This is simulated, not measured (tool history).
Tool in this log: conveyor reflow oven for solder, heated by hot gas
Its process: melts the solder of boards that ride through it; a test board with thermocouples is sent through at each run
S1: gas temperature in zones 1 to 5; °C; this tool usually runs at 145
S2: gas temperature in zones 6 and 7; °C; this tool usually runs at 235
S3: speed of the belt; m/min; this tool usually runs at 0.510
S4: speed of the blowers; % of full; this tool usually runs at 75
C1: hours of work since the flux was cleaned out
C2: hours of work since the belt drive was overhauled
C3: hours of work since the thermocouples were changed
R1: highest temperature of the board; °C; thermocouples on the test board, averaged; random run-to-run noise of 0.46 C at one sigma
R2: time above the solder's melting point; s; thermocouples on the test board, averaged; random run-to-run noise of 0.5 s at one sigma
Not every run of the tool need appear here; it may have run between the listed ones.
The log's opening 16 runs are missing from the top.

run	hour	S1	S2	S3	S4	C1	C2	C3	R1	R2
17	970.9	149	235	0.517	75	133	1284	754	217.1	74.6
# hour 1010.5: flux residue cleaned out of gas plates and filters
# hour 1024.6: belt drive overhauled, speed set with a stopwatch
18	1024.6	155	235	0.494	84	7	0	784	222.1	85.1
19	1089.6	155	235	0.494	84	51	44	829	220.7	84.7
20	1162.6	152	235	0.510	75	101	94	879	216.9	76.9
21	1218.6	152	235	0.510	75	139	133	917	216.6	76.2
# hour 1235.0: thermocouples of zones 6 and 7 changed
# hour 1245.7: flux residue cleaned out of gas plates and filters
22	1283.7	158	246	0.510	75	26	172	30	230.3	90.6
23	1350.5	137	224	0.427	58	72	218	75	207.2	70.5
24	1427.1	141	225	0.427	75	124	270	128	213.2	82.9
# hour 1475.0: flux residue cleaned out of gas plates and filters
25	1486.5	141	225	0.427	75	8	307	165	214.1	84.8
26	1520.7	141	225	0.427	75	31	331	188	214.0	84.7
27	1571.6	145	241	0.510	75	66	365	223	223.5	79.5
28	1633.8	145	241	0.511	83	108	408	266	225.1	79.7
# hour 1706.6: flux residue cleaned out of gas plates and filters
29	1709.8	150	235	0.510	75	2	456	314	219.3	78.4
30	1770.9	148	233	0.510	75	44	498	356	217.7	75.8

Below are 3 alternative next runs, each starting from the tool's condition after run 30. Predict each:
A	1818.9	145	235	0.510	70	77	531	389	?	?
B	1818.9	145	237	0.435	75	77	531	389	?	?
C	1818.9	133	248	0.510	83	77	531	389	?	?

run	R1	R2
A	216.5	72.7
B	223.5	93.7
C	229.1	79.1
What these runs would have given with no unlogged condition in the tool:
run	R1	R2
A	217.6	73.3
B	224.6	94.0
C	230.5	79.5
